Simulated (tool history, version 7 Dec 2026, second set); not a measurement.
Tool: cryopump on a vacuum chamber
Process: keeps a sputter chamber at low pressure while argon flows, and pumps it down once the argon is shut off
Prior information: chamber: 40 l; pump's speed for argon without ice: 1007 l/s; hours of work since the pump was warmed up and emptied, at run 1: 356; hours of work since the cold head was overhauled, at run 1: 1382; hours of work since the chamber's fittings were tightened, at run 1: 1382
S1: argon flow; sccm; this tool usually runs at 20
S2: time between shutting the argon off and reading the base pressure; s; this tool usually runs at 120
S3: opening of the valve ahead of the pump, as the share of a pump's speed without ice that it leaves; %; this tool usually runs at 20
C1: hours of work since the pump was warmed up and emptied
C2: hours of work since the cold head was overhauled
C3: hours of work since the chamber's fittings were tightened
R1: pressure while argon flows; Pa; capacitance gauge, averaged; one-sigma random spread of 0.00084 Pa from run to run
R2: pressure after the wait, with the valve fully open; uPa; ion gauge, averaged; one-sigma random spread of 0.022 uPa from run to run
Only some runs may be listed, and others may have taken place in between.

Run 1, hour 0: usual settings; C1 356; C2 1382; C3 1382. Result: R1 0.1727 Pa, R2 2.03 uPa.
Run 2, hour 24.9: usual settings; C1 376; C2 1402; C3 1402. Result: R1 0.1721 Pa, R2 2.13 uPa.
Run 3, hour 63.1: usual settings; C1 407; C2 1434; C3 1434. Result: R1 0.1733 Pa, R2 2.21 uPa.
Run 4, hour 116.9: usual settings; C1 451; C2 1477; C3 1477. Result: R1 0.1731 Pa, R2 2.21 uPa.
Run 5, hour 154.6: usual settings; C1 482; C2 1508; C3 1508. Result: R1 0.173 Pa, R2 2.25 uPa.
Run 6, hour 206.4: usual settings; C1 524; C2 1550; C3 1550. Result: R1 0.1744 Pa, R2 2.33 uPa.
Run 7, hour 261.2: usual settings; C1 568; C2 1595; C3 1595. Result: R1 0.1763 Pa, R2 2.4 uPa.
Run 8, hour 290: usual settings; C1 592; C2 1618; C3 1618. Result: R1 0.1739 Pa, R2 2.52 uPa.
Run 9, hour 341.3: usual settings but S3 23 %; C1 634; C2 1660; C3 1660. Result: R1 0.153 Pa, R2 2.6 uPa.
Run 10, hour 384.5: usual settings but S3 23 %; C1 669; C2 1695; C3 1695. Result: R1 0.1545 Pa, R2 2.66 uPa.
Run 11, hour 418.5: usual settings but S3 23 %; C1 697; C2 1723; C3 1723. Result: R1 0.1549 Pa, R2 2.66 uPa.
Run 12, hour 476.4: usual settings but S3 23 %; C1 744; C2 1770; C3 1770. Result: R1 0.1559 Pa, R2 2.82 uPa.
Run 13, hour 514.2: usual settings; C1 775; C2 1801; C3 1801. Result: R1 0.1774 Pa, R2 2.85 uPa.
Run 14, hour 564.3: usual settings; C1 815; C2 1842; C3 1842. Result: R1 0.18 Pa, R2 2.92 uPa.
Run 15, hour 598.3: usual settings but S1 23 sccm; C1 843; C2 1870; C3 1870. Result: R1 0.2071 Pa, R2 3.07 uPa.
Run 16, hour 634.4: usual settings but S1 23 sccm; C1 872; C2 1899; C3 1899. Result: R1 0.2057 Pa, R2 3.12 uPa.
Run 17, hour 667.8: usual settings but S2 30 s; C1 900; C2 1926; C3 1926. Result: R1 0.1807 Pa, R2 4.04 uPa.
Run 18, hour 711.5: usual settings but S1 21 sccm; C1 935; C2 1962; C3 1962. Result: R1 0.1916 Pa, R2 3.18 uPa.
Run 19, hour 736.2: usual settings but S1 21 sccm; C1 955; C2 1982; C3 1982. Result: R1 0.1909 Pa, R2 3.23 uPa.
Run 20, hour 775.6: usual settings but S2 26 s, S3 22 %; C1 988; C2 2014; C3 2014. Result: R1 0.1666 Pa, R2 4.42 uPa.
At hour 823.5: pump warmed up, emptied and cooled again.
Run 21, hour 826: usual settings but S2 26 s, S3 22 %; C1 2; C2 2051; C3 2051. Result: R1 0.1536 Pa, R2 3.4 uPa.
Run 22, hour 866: usual settings but S2 30 s, S3 53 %; C1 35; C2 2084; C3 2084. Result: R1 0.0642 Pa, R2 3.45 uPa.
Run 23, hour 915.8: usual settings but S2 30 s, S3 53 %; C1 75; C2 2124; C3 2124. Result: R1 0.0648 Pa, R2 3.39 uPa.
Run 24, hour 952.6: usual settings but S1 12 sccm, S2 218 s; C1 105; C2 2154; C3 2154. Result: R1 0.1017 Pa, R2 2.52 uPa.
Run 25, hour 989.7: usual settings but S1 12 sccm, S2 218 s; C1 135; C2 2184; C3 2184. Result: R1 0.1026 Pa, R2 2.58 uPa.
Run 26, hour 1021.1: usual settings but S1 25 sccm, S3 39 %; C1 161; C2 2210; C3 2210. Result: R1 0.1106 Pa, R2 2.72 uPa.
Run 27, hour 1072.2: usual settings but S1 25 sccm, S2 79 s, S3 39 %; C1 203; C2 2251; C3 2251. Result: R1 0.1111 Pa, R2 2.95 uPa.
Run 28, hour 1108.6: usual settings but S1 22 sccm, S2 79 s, S3 35 %; C1 232; C2 2281; C3 2281. Result: R1 0.1093 Pa, R2 3.08 uPa.
Run 29, hour 1159: usual settings but S1 22 sccm, S2 44 s, S3 54 %; C1 273; C2 2322; C3 2322. Result: R1 0.0716 Pa, R2 3.48 uPa.
Run 30, hour 1216.9: usual settings but S1 13 sccm, S2 238 s, S3 32 %; C1 320; C2 2369; C3 2369. Result: R1 0.0712 Pa, R2 2.87 uPa.
Run 31, hour 1254: usual settings but S1 13 sccm, S2 238 s, S3 32 %; C1 351; C2 2400; C3 2400. Result: R1 0.07 Pa, R2 2.96 uPa.
Run 32, hour 1310.4: usual settings but S1 40 sccm, S2 125 s, S3 51 %; C1 397; C2 2446; C3 2446. Result: R1 0.1419 Pa, R2 3.22 uPa.
Run 33, hour 1370: usual settings but S1 30 sccm, S3 16 %; C1 445; C2 2494; C3 2494. Result: R1 0.3229 Pa, R2 3.32 uPa.

Each row is a separate what-if for the run after 33, all from the same tool condition, not one after another. Results?
Run A, hour 1410.8: usual settings but S1 12 sccm; C1 478; C2 2527; C3 2527. Result: R1 ?, R2 ?.
Run B, hour 1410.8: usual settings but S1 34 sccm, S2 266 s, S3 16 %; C1 478; C2 2527; C3 2527. Result: R1 ?, R2 ?.
Run C, hour 1410.8: usual settings but S1 9 sccm, S2 67 s, S3 24 %; C1 478; C2 2527; C3 2527. Result: R1 ?, R2 ?.

run      R1    R2
  A   0.105  3.43
  B  0.3691  3.33
  C  0.0659  3.55
The same runs, with their run-to-run variation unchanged, on a tool lacking any hidden condition would have given:
run      R1    R2
  A  0.1012  0.58
  B  0.3583  0.47
  C   0.063  0.81

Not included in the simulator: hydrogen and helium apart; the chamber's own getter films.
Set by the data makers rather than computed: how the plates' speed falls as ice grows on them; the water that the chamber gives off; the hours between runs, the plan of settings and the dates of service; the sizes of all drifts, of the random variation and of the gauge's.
